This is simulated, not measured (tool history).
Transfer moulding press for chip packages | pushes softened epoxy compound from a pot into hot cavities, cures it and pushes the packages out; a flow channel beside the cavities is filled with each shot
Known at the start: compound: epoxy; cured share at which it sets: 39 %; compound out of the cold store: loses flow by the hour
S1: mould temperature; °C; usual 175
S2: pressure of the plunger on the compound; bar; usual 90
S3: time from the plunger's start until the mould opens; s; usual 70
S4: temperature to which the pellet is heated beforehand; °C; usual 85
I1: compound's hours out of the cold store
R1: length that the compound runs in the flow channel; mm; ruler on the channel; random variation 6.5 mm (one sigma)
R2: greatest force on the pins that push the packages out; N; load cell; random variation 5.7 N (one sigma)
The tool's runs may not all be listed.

Run 1, hour 0: usual settings; I1 42.9. Result: R1 713 mm, R2 206 N.
Run 2, hour 6: usual settings; I1 43.1. Result: R1 716 mm, R2 208 N.
Run 3, hour 14.5: usual settings but S1 169 °C; I1 33.2. Result: R1 760 mm, R2 322 N.
Run 4, hour 22.2: usual settings but S4 89 °C; I1 9.3. Result: R1 808 mm, R2 214 N.
Run 5, hour 31.7: usual settings but S4 80 °C; I1 18.5. Result: R1 787 mm, R2 227 N.
Run 6, hour 43: usual settings but S4 80 °C; I1 22.7. Result: R1 771 mm, R2 210 N.
Run 7, hour 49.8: usual settings but S4 80 °C; I1 46.3. Result: R1 708 mm, R2 199 N.
Run 8, hour 58.6: usual settings but S4 80 °C; I1 8.7. Result: R1 824 mm, R2 231 N.
Run 9, hour 66.2: usual settings but S1 170 °C, S3 89 s, S4 91 °C; I1 34.8. Result: R1 747 mm, R2 183 N.
Run 10, hour 72.3: usual settings but S1 170 °C, S3 89 s, S4 91 °C; I1 26.4. Result: R1 762 mm, R2 181 N.
Run 11, hour 77.7: usual settings but S3 72 s; I1 25.2. Result: R1 756 mm, R2 193 N.
Run 12, hour 84.3: usual settings but S4 89 °C; I1 8.7. Result: R1 814 mm, R2 218 N.
Run 13, hour 89.1: usual settings but S4 89 °C; I1 27.6. Result: R1 754 mm, R2 209 N.
Run 14, hour 97.9: usual settings but S3 59 s; I1 17.5. Result: R1 789 mm, R2 344 N.
Run 15, hour 105.1: usual settings but S2 105.7 bar; I1 11.9. Result: R1 874 mm, R2 229 N.
Run 16, hour 109.9: usual settings but S1 173 °C, S2 75.3 bar; I1 34.3. Result: R1 670 mm, R2 245 N.

Not shown: 2 entries that the log had between the listed runs. Between which runs, and how does the tool's hidden state differ before and after?
Between runs 5 and 6: cavities cleaned with cleaning compound and waxed (hour 35.5)
  pressure that reaches the compound, % of what is set: 99.62 -> 99.6; grip of the stained cavities, % over clean ones': 1.2 -> 0.3
Between runs 13 and 14: cavities cleaned with cleaning compound and waxed (hour 96.6)
  pressure that reaches the compound, % of what is set: 99.52 -> 99.5; grip of the stained cavities, % over clean ones': 1.2 -> 0.1

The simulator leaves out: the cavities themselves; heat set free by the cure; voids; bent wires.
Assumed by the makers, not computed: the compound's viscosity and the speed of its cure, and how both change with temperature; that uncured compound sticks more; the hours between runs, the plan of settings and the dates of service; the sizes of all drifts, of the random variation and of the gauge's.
